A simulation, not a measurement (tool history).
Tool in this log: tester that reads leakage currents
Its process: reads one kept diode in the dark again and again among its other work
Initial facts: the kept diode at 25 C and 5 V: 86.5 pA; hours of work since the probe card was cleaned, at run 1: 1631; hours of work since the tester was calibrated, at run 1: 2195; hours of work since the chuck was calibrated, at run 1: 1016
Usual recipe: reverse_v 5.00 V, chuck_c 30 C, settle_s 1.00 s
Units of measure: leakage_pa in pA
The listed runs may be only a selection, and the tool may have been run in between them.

run,hour,reverse_v,chuck_c,settle_s,hours of work since the probe card was cleaned,hours of work since the tester was calibrated,hours of work since the chuck was calibrated,leakage_pa
1,0.0,5.00,30,1.00,1631,2195,1016,128.71
2,39.4,5.00,30,1.00,1660,2224,1045,128.06
3,95.9,5.00,30,1.00,1702,2266,1087,127.98
# hour 125.4: tester calibrated
4,154.6,5.00,30,1.00,1745,22,1129,130.04
5,204.0,5.00,30,1.00,1782,59,1166,130.26
6,257.6,5.00,30,1.00,1822,99,1206,130.70
7,316.3,5.00,30,1.00,1865,142,1250,129.51
8,381.3,5.00,30,1.00,1914,191,1298,128.95
9,439.2,1.91,23,1.00,1957,234,1342,48.15
10,492.7,1.91,23,1.00,1997,274,1382,48.13
11,556.6,7.74,39,3.08,2044,322,1429,298.03
12,610.7,7.74,24,3.08,2085,362,1469,104.52
13,670.6,1.57,21,2.41,2129,406,1514,37.58
14,721.6,1.04,33,4.18,2167,445,1552,74.94
15,792.8,1.04,33,4.18,2221,498,1605,75.19

The next listed run, before its measurement:
16,836.7,7.44,33,2.88,2253,530,1638,?

Run 16 gave leakage_pa 191.44 pA.
Without the tool's hidden state the same run would have given leakage_pa 193.10 pA.
